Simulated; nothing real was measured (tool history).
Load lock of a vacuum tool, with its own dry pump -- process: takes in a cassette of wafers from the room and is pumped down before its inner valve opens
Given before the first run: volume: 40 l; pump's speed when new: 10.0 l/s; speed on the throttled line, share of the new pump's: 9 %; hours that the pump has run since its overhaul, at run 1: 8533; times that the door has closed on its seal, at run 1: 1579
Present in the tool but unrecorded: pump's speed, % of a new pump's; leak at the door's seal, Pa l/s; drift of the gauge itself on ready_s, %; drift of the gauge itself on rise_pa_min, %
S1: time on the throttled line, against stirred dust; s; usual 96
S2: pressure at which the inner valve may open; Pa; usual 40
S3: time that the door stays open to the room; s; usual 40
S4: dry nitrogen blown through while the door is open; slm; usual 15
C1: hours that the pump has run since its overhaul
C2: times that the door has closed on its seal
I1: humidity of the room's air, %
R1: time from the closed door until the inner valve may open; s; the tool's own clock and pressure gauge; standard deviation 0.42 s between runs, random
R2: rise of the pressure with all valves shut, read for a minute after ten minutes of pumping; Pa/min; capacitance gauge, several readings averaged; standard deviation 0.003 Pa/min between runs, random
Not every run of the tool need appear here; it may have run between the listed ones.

{"run": 1, "day": 0.0, "S1": 96, "S2": 40, "S3": 40, "S4": 15, "C1": 8533, "C2": 1579, "I1": 47.4, "R1": 118.4, "R2": 0.05}
{"run": 2, "day": 5.383, "S1": 96, "S2": 40, "S3": 40, "S4": 15, "C1": 8662, "C2": 1715, "I1": 45.1, "R1": 118.9, "R2": 0.049}
{"run": 3, "day": 12.529, "S1": 96, "S2": 40, "S3": 40, "S4": 15, "C1": 8834, "C2": 1896, "I1": 45.2, "R1": 118.1, "R2": 0.046}
{"run": 4, "day": 18.658, "S1": 96, "S2": 40, "S3": 40, "S4": 15, "C1": 8981, "C2": 2052, "I1": 43.6, "R1": 119, "R2": 0.052}
{"run": 5, "day": 22.796, "S1": 96, "S2": 40, "S3": 40, "S4": 15, "C1": 9080, "C2": 2156, "I1": 45.1, "R1": 118.6, "R2": 0.052}
{"run": 6, "day": 28.617, "S1": 96, "S2": 40, "S3": 40, "S4": 15, "C1": 9220, "C2": 2304, "I1": 42.9, "R1": 118.9, "R2": 0.05}
{"run": 7, "day": 32.704, "S1": 96, "S2": 40, "S3": 40, "S4": 15, "C1": 9318, "C2": 2407, "I1": 43, "R1": 118.5, "R2": 0.043}
{"run": 8, "day": 40.038, "S1": 96, "S2": 40, "S3": 40, "S4": 15, "C1": 9494, "C2": 2593, "I1": 44.8, "R1": 118.6, "R2": 0.049}
{"run": 9, "day": 46.575, "S1": 96, "S2": 40, "S3": 40, "S4": 15, "C1": 9651, "C2": 2758, "I1": 46.4, "R1": 118.7, "R2": 0.049}
{"run": 10, "day": 52.529, "S1": 96, "S2": 40, "S3": 38, "S4": 15, "C1": 9794, "C2": 2909, "I1": 46.9, "R1": 118.6, "R2": 0.051}
{"run": 11, "day": 56.721, "S1": 96, "S2": 40, "S3": 38, "S4": 15, "C1": 9895, "C2": 3015, "I1": 42.2, "R1": 118.9, "R2": 0.048}
{"run": 12, "day": 63.95, "S1": 96, "S2": 40, "S3": 40, "S4": 15, "C1": 10068, "C2": 3198, "I1": 40.9, "R1": 118.3, "R2": 0.045}
{"run": 13, "day": 69.4, "S1": 96, "S2": 40, "S3": 40, "S4": 15, "C1": 10199, "C2": 3336, "I1": 41.5, "R1": 118.8, "R2": 0.045}
{"run": 14, "day": 72.825, "S1": 96, "S2": 40, "S3": 40, "S4": 15, "C1": 10281, "C2": 3423, "I1": 44.6, "R1": 118.7, "R2": 0.046}
{"run": 15, "day": 78.496, "S1": 96, "S2": 40, "S3": 40, "S4": 15, "C1": 10417, "C2": 3566, "I1": 44.7, "R1": 118.3, "R2": 0.045}
{"run": 16, "day": 82.875, "S1": 96, "S2": 40, "S3": 179, "S4": 15, "C1": 10522, "C2": 3677, "I1": 44.7, "R1": 118.7, "R2": 0.09}
{"run": 17, "day": 86.788, "S1": 70, "S2": 52, "S3": 54, "S4": 7, "C1": 10616, "C2": 3776, "I1": 42.8, "R1": 94, "R2": 0.065}
{"run": 18, "day": 93.096, "S1": 70, "S2": 52, "S3": 54, "S4": 7, "C1": 10768, "C2": 3936, "I1": 45.3, "R1": 94.3, "R2": 0.07}
{"run": 19, "day": 100.733, "S1": 96, "S2": 52, "S3": 40, "S4": 36, "C1": 10951, "C2": 4129, "I1": 48.1, "R1": 118.1, "R2": 0.039}
{"run": 20, "day": 108.2, "S1": 96, "S2": 48, "S3": 33, "S4": 8, "C1": 11130, "C2": 4318, "I1": 44.7, "R1": 117.9, "R2": 0.051}
{"run": 21, "day": 113.638, "S1": 133, "S2": 47, "S3": 72, "S4": 8, "C1": 11261, "C2": 4456, "I1": 42.6, "R1": 151.9, "R2": 0.07}
{"run": 22, "day": 118.679, "S1": 133, "S2": 47, "S3": 72, "S4": 8, "C1": 11382, "C2": 4584, "I1": 42.5, "R1": 150.6, "R2": 0.076}
{"run": 23, "day": 123.675, "S1": 133, "S2": 47, "S3": 72, "S4": 8, "C1": 11501, "C2": 4710, "I1": 41.3, "R1": 151.1, "R2": 0.07}

Run 24, settings as shown, results not yet in. Your forecast:
{"run": 24, "day": 127.412, "S1": 142, "S2": 40, "S3": 40, "S4": 35, "C1": 11591, "C2": 4805, "I1": 43.6, "R1": "?", "R2": "?"}

{"run 24": {"R1": 160.3, "R2": 0.034}}
Without the tool's hidden state the same run would have given R1 160.2 s, R2 0.034 Pa/min.
